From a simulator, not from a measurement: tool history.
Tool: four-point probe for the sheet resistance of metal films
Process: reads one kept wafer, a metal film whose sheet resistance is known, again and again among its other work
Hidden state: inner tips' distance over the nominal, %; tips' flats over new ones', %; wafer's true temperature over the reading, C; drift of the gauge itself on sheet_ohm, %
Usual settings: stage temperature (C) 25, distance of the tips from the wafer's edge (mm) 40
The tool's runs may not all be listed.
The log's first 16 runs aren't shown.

run,hour,stage temperature (C),distance of the tips from the wafer's edge (mm),touches since the probe head was changed,hours of work since the stage's thermometer was calibrated,sheet resistance as the instrument gives it (ohm/square)
17,262.3,25,69,18646,82,0.374425
18,272.6,25,40,18926,90,0.374188
# hour 275: stage's thermometer calibrated, once more
19,295.2,25,40,19526,16,0.374263
20,308,19,3,19875,26,0.381375
21,319.8,25,4,20195,35,0.377238
22,334.6,25,4,20598,46,0.377027
23,345.8,24,4,20903,55,0.377426
24,358.6,18,7,21250,65,0.377241
25,371.8,32,40,21608,75,0.372328
26,384.1,32,40,21942,85,0.37228
27,399.5,32,40,22360,97,0.372304
28,420.6,29,37,22934,114,0.373035
29,441.6,31,4,23505,130,0.37565
30,459.4,31,4,23988,144,0.375523
31,469.6,19,12,24265,152,0.376008
32,479.4,19,12,24530,159,0.375939
33,496.2,19,12,24986,173,0.375952
34,518.6,19,12,25595,190,0.375955
35,531.4,19,12,25944,200,0.375845

Forecast each of these 5 alternatives for the next run:
A,548.9,33,44,26420,214,?
B,548.9,32,25,26420,214,?
C,548.9,20,8,26420,214,?
D,548.9,29,24,26420,214,?
E,548.9,19,27,26420,214,?

run,sheet resistance as the instrument gives it (ohm/square)
A,0.37166
B,0.372146
C,0.376094
D,0.372873
E,0.375745
Without the tool's hidden state the same runs would have given:
run,sheet resistance as the instrument gives it (ohm/square)
A,0.373148
B,0.373636
C,0.377592
D,0.374364
E,0.377241
